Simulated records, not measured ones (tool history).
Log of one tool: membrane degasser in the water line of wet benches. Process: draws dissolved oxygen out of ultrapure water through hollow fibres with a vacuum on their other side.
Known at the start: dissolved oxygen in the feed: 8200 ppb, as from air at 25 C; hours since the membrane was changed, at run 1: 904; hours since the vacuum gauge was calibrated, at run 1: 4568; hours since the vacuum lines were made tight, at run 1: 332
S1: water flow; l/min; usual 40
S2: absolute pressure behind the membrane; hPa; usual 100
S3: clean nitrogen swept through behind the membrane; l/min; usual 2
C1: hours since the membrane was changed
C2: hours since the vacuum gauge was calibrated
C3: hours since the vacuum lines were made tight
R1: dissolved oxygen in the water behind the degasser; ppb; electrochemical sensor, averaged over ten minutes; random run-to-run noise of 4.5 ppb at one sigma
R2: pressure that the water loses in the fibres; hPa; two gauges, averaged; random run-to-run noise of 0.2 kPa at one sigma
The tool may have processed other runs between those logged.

{"run": 1, "hour": 0.0, "S1": 40, "S2": 100, "S3": 2, "C1": 904, "C2": 4568, "C3": 332, "R1": 466.7, "R2": 420.9}
{"run": 2, "hour": 69.6, "S1": 40, "S2": 184, "S3": 2, "C1": 974, "C2": 4638, "C3": 402, "R1": 799.5, "R2": 421.7}
{"run": 3, "hour": 122.6, "S1": 40, "S2": 184, "S3": 2, "C1": 1027, "C2": 4691, "C3": 455, "R1": 787.7, "R2": 423.1}
{"run": 4, "hour": 173.6, "S1": 40, "S2": 100, "S3": 2.95, "C1": 1078, "C2": 4742, "C3": 506, "R1": 381.8, "R2": 422.3}
{"run": 5, "hour": 268.3, "S1": 40, "S2": 100, "S3": 2.95, "C1": 1172, "C2": 4836, "C3": 601, "R1": 382.2, "R2": 422.3}
{"run": 6, "hour": 321.0, "S1": 40, "S2": 100, "S3": 2.95, "C1": 1225, "C2": 4889, "C3": 653, "R1": 388.2, "R2": 419.1}
{"run": 7, "hour": 369.3, "S1": 40, "S2": 100, "S3": 2.95, "C1": 1273, "C2": 4937, "C3": 702, "R1": 376.5, "R2": 423.1}
{"run": 8, "hour": 425.6, "S1": 40, "S2": 74, "S3": 2, "C1": 1330, "C2": 4993, "C3": 758, "R1": 369.4, "R2": 422.3}
{"run": 9, "hour": 491.7, "S1": 40, "S2": 74, "S3": 2, "C1": 1396, "C2": 5060, "C3": 824, "R1": 355.1, "R2": 422.7}
{"run": 10, "hour": 572.5, "S1": 40, "S2": 67, "S3": 2, "C1": 1476, "C2": 5140, "C3": 905, "R1": 340.3, "R2": 422.8}
{"run": 11, "hour": 651.5, "S1": 40, "S2": 67, "S3": 2, "C1": 1555, "C2": 5219, "C3": 984, "R1": 338.4, "R2": 425.5}

Consider 3 possible next runs. They are alternatives, not a sequence: every one starts from the tool as it was left by run 11. What does each give?
{"run": "A", "hour": 690.7, "S1": 36, "S2": 144, "S3": 5.87, "C1": 1595, "C2": 5259, "C3": 1023, "R1": "?", "R2": "?"}
{"run": "B", "hour": 690.7, "S1": 40, "S2": 100, "S3": 0.88, "C1": 1595, "C2": 5259, "C3": 1023, "R1": "?", "R2": "?"}
{"run": "C", "hour": 690.7, "S1": 40, "S2": 137, "S3": 2, "C1": 1595, "C2": 5259, "C3": 1023, "R1": "?", "R2": "?"}

run=A R1=303.3 R2=385.5
run=B R1=748.8 R2=425.3
run=C R1=614.8 R2=422.3
The same runs, with their run-to-run variation unchanged, on a tool lacking any hidden condition would have given:
run=A R1=293.2 R2=381.9
run=B R1=715.7 R2=421.3
run=C R1=595.1 R2=418.3

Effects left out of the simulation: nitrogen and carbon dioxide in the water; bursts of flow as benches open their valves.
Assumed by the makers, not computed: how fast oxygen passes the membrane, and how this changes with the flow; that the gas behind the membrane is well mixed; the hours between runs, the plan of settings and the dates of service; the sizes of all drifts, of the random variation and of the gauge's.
